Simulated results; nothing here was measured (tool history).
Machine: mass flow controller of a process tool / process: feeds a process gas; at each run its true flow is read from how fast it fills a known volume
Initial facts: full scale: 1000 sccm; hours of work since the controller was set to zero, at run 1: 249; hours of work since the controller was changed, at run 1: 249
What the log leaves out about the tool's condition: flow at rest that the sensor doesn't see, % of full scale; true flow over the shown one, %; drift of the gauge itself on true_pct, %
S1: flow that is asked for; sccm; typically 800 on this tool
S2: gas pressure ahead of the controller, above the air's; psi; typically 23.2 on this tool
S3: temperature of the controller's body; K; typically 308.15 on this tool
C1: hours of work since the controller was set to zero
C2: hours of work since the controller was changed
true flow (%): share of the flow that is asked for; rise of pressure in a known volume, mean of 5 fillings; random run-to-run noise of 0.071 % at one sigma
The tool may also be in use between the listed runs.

run 1 hour=0.0 | S1=800 S2=23.2 S3=308.15 | C1=249 C2=249 | true_flow_(%)=100.48
run 2 hour=113.2 | S1=800 S2=23.2 S3=308.15 | C1=337 C2=337 | true_flow_(%)=100.50
run 3 hour=240.7 | S1=189 S2=23.2 S3=308.15 | C1=435 C2=435 | true_flow_(%)=99.51
run 4 hour=304.3 | S1=800 S2=23.2 S3=305.15 | C1=484 C2=484 | true_flow_(%)=100.12
run 5 hour=439.0 | S1=800 S2=23.2 S3=305.15 | C1=588 C2=588 | true_flow_(%)=100.00
run 6 hour=561.2 | S1=800 S2=23.2 S3=305.15 | C1=683 C2=683 | true_flow_(%)=99.96
run 7 hour=637.4 | S1=800 S2=23.2 S3=308.15 | C1=742 C2=742 | true_flow_(%)=100.24
run 8 hour=723.0 | S1=800 S2=23.2 S3=308.15 | C1=808 C2=808 | true_flow_(%)=100.19
run 9 hour=799.7 | S1=800 S2=23.2 S3=308.15 | C1=867 C2=867 | true_flow_(%)=100.26
run 10 hour=902.0 | S1=800 S2=23.2 S3=308.15 | C1=946 C2=946 | true_flow_(%)=100.05
run 11 hour=1001.2 | S1=800 S2=23.2 S3=308.15 | C1=1023 C2=1023 | true_flow_(%)=100.17
run 12 hour=1060.9 | S1=800 S2=35.7 S3=308.15 | C1=1069 C2=1069 | true_flow_(%)=100.40
run 13 hour=1126.7 | S1=800 S2=27.6 S3=308.15 | C1=1120 C2=1120 | true_flow_(%)=100.19
run 14 hour=1256.5 | S1=800 S2=27.6 S3=308.15 | C1=1220 C2=1220 | true_flow_(%)=100.16
run 15 hour=1314.5 | S1=800 S2=23.2 S3=308.15 | C1=1265 C2=1265 | true_flow_(%)=99.89
run 16 hour=1440.6 | S1=800 S2=23.2 S3=308.15 | C1=1362 C2=1362 | true_flow_(%)=99.79
run 17 hour=1496.1 | S1=189 S2=23.2 S3=308.15 | C1=1405 C2=1405 | true_flow_(%)=98.93
run 18 hour=1569.9 | S1=800 S2=34.4 S3=308.15 | C1=1462 C2=1462 | true_flow_(%)=99.96
run 19 hour=1689.2 | S1=800 S2=34.4 S3=308.15 | C1=1554 C2=1554 | true_flow_(%)=100.00
run 20 hour=1821.8 | S1=800 S2=34.4 S3=308.15 | C1=1657 C2=1657 | true_flow_(%)=99.90
run 21 hour=1929.4 | S1=800 S2=34.4 S3=308.15 | C1=1740 C2=1740 | true_flow_(%)=99.85
run 22 hour=2026.3 | S1=800 S2=34.4 S3=308.15 | C1=1815 C2=1815 | true_flow_(%)=99.78
run 23 hour=2158.9 | S1=800 S2=34.4 S3=308.15 | C1=1917 C2=1917 | true_flow_(%)=99.61
run 24 hour=2215.0 | S1=800 S2=34.4 S3=308.15 | C1=1960 C2=1960 | true_flow_(%)=99.78
run 25 hour=2289.8 | S1=800 S2=34.4 S3=308.15 | C1=2018 C2=2018 | true_flow_(%)=99.66
run 26 hour=2356.3 | S1=800 S2=34.4 S3=308.15 | C1=2070 C2=2070 | true_flow_(%)=99.64
run 27 hour=2486.7 | S1=251 S2=20.5 S3=308.15 | C1=2170 C2=2170 | true_flow_(%)=98.40
-- hour=2529.5 gauge calibrated
run 28 hour=2598.8 | S1=912 S2=37.4 S3=300.15 | C1=2257 C2=2257 | true_flow_(%)=100.21
run 29 hour=2718.4 | S1=112 S2=23.2 S3=300.15 | C1=2349 C2=2349 | true_flow_(%)=98.61
run 30 hour=2815.3 | S1=181 S2=24.7 S3=297.15 | C1=2424 C2=2424 | true_flow_(%)=98.33
run 31 hour=2898.5 | S1=748 S2=23.2 S3=297.15 | C1=2488 C2=2488 | true_flow_(%)=99.20
run 32 hour=2970.3 | S1=389 S2=23.2 S3=306.15 | C1=2544 C2=2544 | true_flow_(%)=99.44
run 33 hour=3071.5 | S1=335 S2=21.6 S3=304.15 | C1=2622 C2=2622 | true_flow_(%)=99.14
run 34 hour=3129.2 | S1=176 S2=22.9 S3=307.15 | C1=2667 C2=2667 | true_flow_(%)=99.30
run 35 hour=3192.3 | S1=879 S2=37.4 S3=307.15 | C1=2715 C2=2715 | true_flow_(%)=100.65
run 36 hour=3270.1 | S1=234 S2=20.6 S3=295.15 | C1=2775 C2=2775 | true_flow_(%)=97.96
run 37 hour=3327.1 | S1=261 S2=28.1 S3=306.15 | C1=2819 C2=2819 | true_flow_(%)=99.27
run 38 hour=3382.8 | S1=800 S2=32.9 S3=293.15 | C1=2863 C2=2863 | true_flow_(%)=98.81
run 39 hour=3494.7 | S1=142 S2=38.6 S3=299.15 | C1=2949 C2=2949 | true_flow_(%)=98.43
run 40 hour=3557.1 | S1=935 S2=39.9 S3=308.15 | C1=2997 C2=2997 | true_flow_(%)=100.54
run 41 hour=3681.5 | S1=667 S2=39.9 S3=299.15 | C1=3093 C2=3093 | true_flow_(%)=99.31
run 42 hour=3735.5 | S1=667 S2=39.9 S3=299.15 | C1=3135 C2=3135 | true_flow_(%)=99.32
run 43 hour=3849.9 | S1=667 S2=35.7 S3=300.15 | C1=3223 C2=3223 | true_flow_(%)=99.17
run 44 hour=3958.8 | S1=800 S2=35.1 S3=308.15 | C1=3307 C2=3307 | true_flow_(%)=100.06
run 45 hour=4057.7 | S1=800 S2=35.1 S3=308.15 | C1=3384 C2=3384 | true_flow_(%)=100.02
run 46 hour=4159.5 | S1=800 S2=35.1 S3=308.15 | C1=3462 C2=3462 | true_flow_(%)=100.08
run 47 hour=4291.5 | S1=358 S2=35.1 S3=294.15 | C1=3564 C2=3564 | true_flow_(%)=97.94
run 48 hour=4365.5 | S1=800 S2=21.6 S3=308.15 | C1=3622 C2=3622 | true_flow_(%)=99.52

Forecast each of these 3 alternatives for the next run:
run A hour=4440.4 | S1=160 S2=27.6 S3=308.15 | C1=3679 C2=3679 | true_flow_(%)=?
run B hour=4440.4 | S1=135 S2=23.1 S3=300.15 | C1=3679 C2=3679 | true_flow_(%)=?
run C hour=4440.4 | S1=158 S2=30.0 S3=302.15 | C1=3679 C2=3679 | true_flow_(%)=?

run=A true_flow_(%)=98.71
run=B true_flow_(%)=97.81
run=C true_flow_(%)=98.10
What these runs would have given with no unlogged condition in the tool:
run=A true_flow_(%)=99.63
run=B true_flow_(%)=98.72
run=C true_flow_(%)=99.01

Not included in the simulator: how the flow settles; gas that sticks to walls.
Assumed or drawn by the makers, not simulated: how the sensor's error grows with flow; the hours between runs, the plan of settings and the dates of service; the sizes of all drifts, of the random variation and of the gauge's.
